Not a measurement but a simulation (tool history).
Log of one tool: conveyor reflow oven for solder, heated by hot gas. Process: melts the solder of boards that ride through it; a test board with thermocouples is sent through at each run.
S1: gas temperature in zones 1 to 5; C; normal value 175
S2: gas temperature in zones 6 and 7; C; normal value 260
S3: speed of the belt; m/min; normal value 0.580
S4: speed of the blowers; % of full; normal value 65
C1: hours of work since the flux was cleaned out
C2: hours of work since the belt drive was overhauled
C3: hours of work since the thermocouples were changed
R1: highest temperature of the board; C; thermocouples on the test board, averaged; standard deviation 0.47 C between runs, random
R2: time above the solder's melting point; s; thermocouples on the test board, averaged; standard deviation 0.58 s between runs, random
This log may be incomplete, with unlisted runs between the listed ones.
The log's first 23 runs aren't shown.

run     day   S1   S2     S3  S4   C1   C2  C3     R1    R2
 24   7.817  161  269  0.495  77  294  174  36  259.2  65.0
 25   8.217  163  260  0.645  58  299  179  41  237.9  34.4
 26   8.629  175  275  0.645  87  304  184  46  259.8  53.1
 27   8.904  175  275  0.645  87  308  187  50  259.5  52.7
 28   9.329  173  258  0.685  61  313  193  55  237.8  34.0
 29   9.596  180  260  0.580  60  316  196  58  246.1  51.0
 30   9.888  180  260  0.464  68  320  200  62  252.2  73.2
 31  10.254  161  260  0.464  52  324  204  66  248.0  60.8
 32  10.496  177  260  0.582  51  327  207  69  243.1  47.1

Here are 3 independent what-if runs from the current tool condition. What would each one return?
  A  10.704  181  260  0.580  72  330  210  72   ?   ?
  B  10.704  161  260  0.664  64  330  210  72   ?   ?
  C  10.704  177  273  0.582  56  330  210  72   ?   ?

run     R1    R2
  A  247.1  54.7
  B  237.7  32.4
  C  255.4  56.7
Stripped of hidden state, with their random variation kept, the same runs would have yielded:
run     R1    R2
  A  247.2  54.9
  B  237.8  32.6
  C  255.6  56.8

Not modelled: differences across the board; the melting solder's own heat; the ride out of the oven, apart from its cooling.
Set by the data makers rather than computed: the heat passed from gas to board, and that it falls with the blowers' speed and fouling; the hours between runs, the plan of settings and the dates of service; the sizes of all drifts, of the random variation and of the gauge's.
